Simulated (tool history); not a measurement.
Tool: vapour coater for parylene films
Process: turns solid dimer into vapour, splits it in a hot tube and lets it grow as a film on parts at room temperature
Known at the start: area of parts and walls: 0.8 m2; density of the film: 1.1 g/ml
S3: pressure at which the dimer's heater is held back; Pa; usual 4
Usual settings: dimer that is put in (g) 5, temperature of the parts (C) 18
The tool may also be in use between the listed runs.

Run 1, day 0: usual settings. Result: thickness of the film (um) 4.16.
Run 2, day 1.1: usual settings. Result: thickness of the film (um) 4.08.
Run 3, day 2.1: usual settings. Result: thickness of the film (um) 4.09.
Run 4, day 3.85: usual settings. Result: thickness of the film (um) 4.12.
Run 5, day 4.792: usual settings. Result: thickness of the film (um) 4.07.
Run 6, day 6.229: usual settings but temperature of the parts (C) 14. Result: thickness of the film (um) 4.64.
Run 7, day 7.612: usual settings but temperature of the parts (C) 14. Result: thickness of the film (um) 4.61.
Run 8, day 8.433: usual settings but temperature of the parts (C) 14. Result: thickness of the film (um) 4.57.
Run 9, day 9.533: usual settings but temperature of the parts (C) 14. Result: thickness of the film (um) 4.63.
Run 10, day 10.404: usual settings but temperature of the parts (C) 14. Result: thickness of the film (um) 4.56.
Run 11, day 11.488: usual settings but S3 11.76 Pa. Result: thickness of the film (um) 3.83.
Run 12, day 13.329: usual settings but S3 3.89 Pa. Result: thickness of the film (um) 4.13.
Run 13, day 14.638: usual settings but S3 3.89 Pa. Result: thickness of the film (um) 4.13.
Run 14, day 16.054: usual settings. Result: thickness of the film (um) 4.11.
Run 15, day 17.396: usual settings. Result: thickness of the film (um) 4.12.
Run 16, day 18.521: usual settings. Result: thickness of the film (um) 4.1.
Run 17, day 19.742: usual settings but S3 7.94 Pa. Result: thickness of the film (um) 3.94.
Run 18, day 21.267: usual settings. Result: thickness of the film (um) 4.15.
Run 19, day 22.283: usual settings. Result: thickness of the film (um) 4.12.
Run 20, day 23.108: usual settings. Result: thickness of the film (um) 4.18.
Run 21, day 23.862: usual settings but S3 5.8 Pa. Result: thickness of the film (um) 4.1.
Run 22, day 24.958: usual settings but S3 5.8 Pa. Result: thickness of the film (um) 4.06.
Run 23, day 26.162: usual settings but S3 5.8 Pa. Result: thickness of the film (um) 4.02.
Run 24, day 27.254: usual settings but dimer that is put in (g) 2, temperature of the parts (C) 15. Result: thickness of the film (um) 1.81.
Run 25, day 28.542: usual settings but dimer that is put in (g) 3. Result: thickness of the film (um) 2.47.
Run 26, day 29.571: usual settings but temperature of the parts (C) 19, S3 5.99 Pa. Result: thickness of the film (um) 3.84.
Run 27, day 31.138: usual settings but temperature of the parts (C) 14, S3 11.34 Pa. Result: thickness of the film (um) 4.38.
Run 28, day 32.133: usual settings but temperature of the parts (C) 22, S3 6.35 Pa. Result: thickness of the film (um) 3.57.
Run 29, day 33.783: usual settings but temperature of the parts (C) 22, S3 6.35 Pa. Result: thickness of the film (um) 3.62.
Run 30, day 35.429: usual settings but temperature of the parts (C) 10, S3 2.06 Pa. Result: thickness of the film (um) 5.43.
Run 31, day 36.408: usual settings but temperature of the parts (C) 10, S3 2.06 Pa. Result: thickness of the film (um) 5.32.
Run 32, day 38.333: usual settings but dimer that is put in (g) 9, S3 5.41 Pa. Result: thickness of the film (um) 7.35.
Run 33, day 39.725: usual settings but dimer that is put in (g) 2, temperature of the parts (C) 25, S3 2.72 Pa. Result: thickness of the film (um) 1.41.
Run 34, day 41.375: usual settings but dimer that is put in (g) 2, temperature of the parts (C) 25, S3 2.72 Pa. Result: thickness of the film (um) 1.35.
Run 35, day 42.242: usual settings but dimer that is put in (g) 3, temperature of the parts (C) 12, S3 2.72 Pa. Result: thickness of the film (um) 2.97.
Run 36, day 43.258: usual settings but temperature of the parts (C) 17. Result: thickness of the film (um) 4.22.
Run 37, day 45.038: usual settings but dimer that is put in (g) 4, temperature of the parts (C) 17. Result: thickness of the film (um) 3.4.
Run 38, day 46.138: usual settings but S3 4.25 Pa. Result: thickness of the film (um) 4.13.
Run 39, day 47.312: usual settings but dimer that is put in (g) 3. Result: thickness of the film (um) 2.48.
Run 40, day 48.988: usual settings but dimer that is put in (g) 3. Result: thickness of the film (um) 2.45.
Run 41, day 49.833: usual settings but dimer that is put in (g) 2, temperature of the parts (C) 30. Result: thickness of the film (um) 1.2.
Run 42, day 50.933: usual settings but dimer that is put in (g) 2, temperature of the parts (C) 30. Result: thickness of the film (um) 1.15.
Run 43, day 51.875: usual settings but dimer that is put in (g) 2, temperature of the parts (C) 30. Result: thickness of the film (um) 1.17.
Run 44, day 52.775: usual settings but dimer that is put in (g) 2, temperature of the parts (C) 20, S3 4.77 Pa. Result: thickness of the film (um) 1.54.

Not shown: 5 entries that the log had between the listed runs. Between which runs, and how does the tool's hidden state differ before and after?
Between runs 11 and 12: trap's valve overhauled (day 11.762)
  vapour lost through the trap's worn valve, %: 0.5 -> 0.1
Between runs 21 and 22: trap's valve overhauled (day 24.946)
  vapour lost through the trap's worn valve, %: 0.5 -> 0.1
Between runs 29 and 30: table's thermometer calibrated (day 34.675)
  vapour lost through the trap's worn valve, %: 0.4 -> 0.5; true temperature of the parts over the reading, C: 0.09 -> -0.01
Between runs 31 and 32: trap's valve overhauled (day 38.175)
  vapour lost through the trap's worn valve, %: 0.5 -> 0.1
Between runs 42 and 43: trap's valve overhauled (day 51.338)
  vapour lost through the trap's worn valve, %: 0.6 -> 0.1
